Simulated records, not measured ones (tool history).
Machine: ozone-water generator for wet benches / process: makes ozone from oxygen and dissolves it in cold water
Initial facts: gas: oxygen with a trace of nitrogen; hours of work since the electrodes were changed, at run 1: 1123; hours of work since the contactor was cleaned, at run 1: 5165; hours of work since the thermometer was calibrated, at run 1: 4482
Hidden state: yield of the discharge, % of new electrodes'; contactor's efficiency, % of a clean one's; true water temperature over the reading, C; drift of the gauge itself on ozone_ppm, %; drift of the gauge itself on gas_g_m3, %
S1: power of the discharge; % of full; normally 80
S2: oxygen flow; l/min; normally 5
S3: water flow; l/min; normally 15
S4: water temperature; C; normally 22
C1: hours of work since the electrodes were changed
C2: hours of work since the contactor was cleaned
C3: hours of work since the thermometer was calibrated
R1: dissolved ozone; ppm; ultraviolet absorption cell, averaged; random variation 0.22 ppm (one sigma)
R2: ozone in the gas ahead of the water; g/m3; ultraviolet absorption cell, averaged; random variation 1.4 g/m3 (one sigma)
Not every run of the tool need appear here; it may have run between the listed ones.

run,hour,S1,S2,S3,S4,C1,C2,C3,R1,R2
1,0,80,5,15,22,1123,5165,4482,31.2,268.7
2,57.4,80,5,15,22,1158,5199,4516,31,263.6
3,126,80,5,15,22,1199,5241,4558,31.1,264.6
4,187.3,80,5,15,22,1236,5278,4595,31.5,264
5,218.1,80,5,15,22,1255,5296,4613,31.2,266.2
6,258.6,80,5,15,22,1279,5321,4638,31.7,264.9
7,317.4,80,5,15,22,1315,5356,4673,31.1,262.5
8,379.9,95,5,15,22,1353,5394,4711,34.8,290.5
9,434.9,95,5,15,22,1386,5427,4744,34.6,290.8
10,488.2,95,5,15,22,1418,5460,4777,34.3,292.1
11,526.5,95,5,15,22,1441,5483,4800,34.5,288.4
12,561.3,95,5,15,22,1462,5504,4821,34.5,290.2
# hour 564.7: water thermometer calibrated
13,606.6,95,5,15,22,1489,5531,25,34.3,290.6
14,672.3,95,5,15,22,1529,5571,65,34.3,292.3
15,709.1,67,5,15,22,1551,5593,87,28.1,240.2
# hour 754.9: water thermometer calibrated, once more
16,759.9,80,5,15,22,1582,5623,3,31.2,262.7
17,818.8,80,4.71,15,22,1617,5659,39,30.8,272
18,874.7,40,4.71,15,20,1651,5693,72,21.4,182.3
19,937.9,40,4.71,15,20,1689,5731,111,21.6,182.3
20,999.2,40,2.74,15,20,1726,5768,148,21,233.6
21,1057,80,6.32,14,23,1761,5803,183,31.8,236.5
22,1109.3,80,5.96,15,22,1793,5834,214,31.1,245.6
23,1177.3,53,2.95,18,25,1834,5875,255,19.9,262.2
24,1239.3,80,3.26,14,28,1871,5913,293,28.9,318.2
25,1294.9,74,5.38,17,14,1905,5947,326,30.9,242.8
26,1358.9,72,6.63,15,22,1944,5985,365,28.9,215.6
27,1401.4,62,5,15,22,1969,6011,391,26.9,226.9
28,1430.7,80,5,10,22,1987,6029,408,38.6,261.3
29,1492.2,42,2.9,14,14,2024,6066,446,24.1,231.8
30,1528.7,42,2.9,14,14,2046,6088,468,24,232.8
31,1579.5,80,4.23,10,22,2077,6118,498,39.5,281.4
32,1615.9,69,5,16,22,2099,6141,520,27.3,239.7

Forecast each of these 3 alternatives for the next run:
A,1645.9,80,4.46,16,16,2117,6159,538,?,?
B,1645.9,80,3.26,15,22,2117,6159,538,?,?
C,1645.9,74,5,15,17,2117,6159,538,?,?

run,R1,R2
A,32.5,273.7
B,30.1,317.7
C,32,250.1
The same runs, with their run-to-run variation unchanged, on a tool lacking any hidden condition would have given:
run,R1,R2
A,35.1,285.6
B,32.5,331.5
C,34.5,260.5

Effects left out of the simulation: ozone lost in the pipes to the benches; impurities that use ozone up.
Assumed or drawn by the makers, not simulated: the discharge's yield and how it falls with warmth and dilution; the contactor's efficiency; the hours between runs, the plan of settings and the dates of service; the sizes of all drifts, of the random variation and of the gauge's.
